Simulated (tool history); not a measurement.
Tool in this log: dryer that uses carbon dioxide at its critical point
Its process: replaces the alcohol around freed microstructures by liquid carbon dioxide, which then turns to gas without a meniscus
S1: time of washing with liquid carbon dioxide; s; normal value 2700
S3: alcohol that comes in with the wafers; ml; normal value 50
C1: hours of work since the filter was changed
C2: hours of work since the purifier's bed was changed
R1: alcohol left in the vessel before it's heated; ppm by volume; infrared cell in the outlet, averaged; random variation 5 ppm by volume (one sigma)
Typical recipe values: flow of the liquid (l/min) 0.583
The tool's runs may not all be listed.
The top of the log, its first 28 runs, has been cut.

Run 29, hour 886.9: usual settings but S1 3900 s, flow of the liquid (l/min) 0.710; C1 40; C2 410. Result: R1 42 ppm by volume.
Run 30, hour 929.8: usual settings but S1 3900 s, flow of the liquid (l/min) 0.710; C1 68; C2 438. Result: R1 41 ppm by volume.
Run 31, hour 956.6: usual settings but S1 3420 s, flow of the liquid (l/min) 0.529, S3 60 ml; C1 85; C2 455. Result: R1 64 ppm by volume.
Run 32, hour 982.9: usual settings but S1 3420 s, flow of the liquid (l/min) 0.554, S3 60 ml; C1 102; C2 472. Result: R1 62 ppm by volume.
Run 33, hour 1028.4: usual settings but S1 3420 s, flow of the liquid (l/min) 0.554, S3 60 ml; C1 132; C2 502. Result: R1 67 ppm by volume.
Run 34, hour 1063.5: usual settings but S1 3840 s, flow of the liquid (l/min) 0.554, S3 36 ml; C1 155; C2 525. Result: R1 63 ppm by volume.
Run 35, hour 1105.1: usual settings but flow of the liquid (l/min) 0.403; C1 182; C2 552. Result: R1 254 ppm by volume.
Run 36, hour 1148.2: usual settings but S1 1680 s, flow of the liquid (l/min) 0.882, S3 21 ml; C1 210; C2 580. Result: R1 89 ppm by volume.
Run 37, hour 1183.2: usual settings but S1 3000 s, flow of the liquid (l/min) 0.441; C1 233; C2 603. Result: R1 155 ppm by volume.
Run 38, hour 1210.1: usual settings but S1 2040 s, flow of the liquid (l/min) 0.709, S3 71 ml; C1 250; C2 620. Result: R1 174 ppm by volume.
Run 39, hour 1247.8: usual settings but S1 3660 s, flow of the liquid (l/min) 0.756, S3 85 ml; C1 275; C2 645. Result: R1 70 ppm by volume.
Run 40, hour 1295.2: usual settings but S1 3000 s, flow of the liquid (l/min) 0.534, S3 53 ml; C1 305; C2 675. Result: R1 118 ppm by volume.
Run 41, hour 1322.5: usual settings but S1 3000 s, flow of the liquid (l/min) 0.534, S3 53 ml; C1 323; C2 693. Result: R1 123 ppm by volume.
Run 42, hour 1348.0: usual settings but S3 29 ml; C1 340; C2 710. Result: R1 111 ppm by volume.
Run 43, hour 1392.0: usual settings but S3 29 ml; C1 368; C2 738. Result: R1 114 ppm by volume.
Run 44, hour 1419.9: usual settings but S1 2940 s, flow of the liquid (l/min) 0.388, S3 93 ml; C1 387; C2 757. Result: R1 476 ppm by volume.
Run 45, hour 1462.0: usual settings but S1 1620 s, S3 24 ml; C1 414; C2 784. Result: R1 319 ppm by volume.
Run 46, hour 1487.2: usual settings but S1 1980 s, flow of the liquid (l/min) 0.387, S3 47 ml; C1 430; C2 800. Result: R1 875 ppm by volume.

Alternative continuations, all from the tool just after run 46; predict every row:
At hour 1496.2: inlet filter changed.
Run A, hour 1527.6: usual settings but S1 3120 s, flow of the liquid (l/min) 0.480, S3 61 ml; C1 20; C2 826. Result: R1 ?.
At hour 1496.2: inlet filter changed.
Run B, hour 1527.6: usual settings but S3 27 ml; C1 20; C2 826. Result: R1 ?.
At hour 1496.2: inlet filter changed.
Run C, hour 1527.6: usual settings but S1 2760 s, flow of the liquid (l/min) 0.760; C1 20; C2 826. Result: R1 ?.

run   R1
  A  126
  B   98
  C   87
With no hidden state in the tool, these same runs would have given:
run  R1
  A  43
  B  15
  C   4

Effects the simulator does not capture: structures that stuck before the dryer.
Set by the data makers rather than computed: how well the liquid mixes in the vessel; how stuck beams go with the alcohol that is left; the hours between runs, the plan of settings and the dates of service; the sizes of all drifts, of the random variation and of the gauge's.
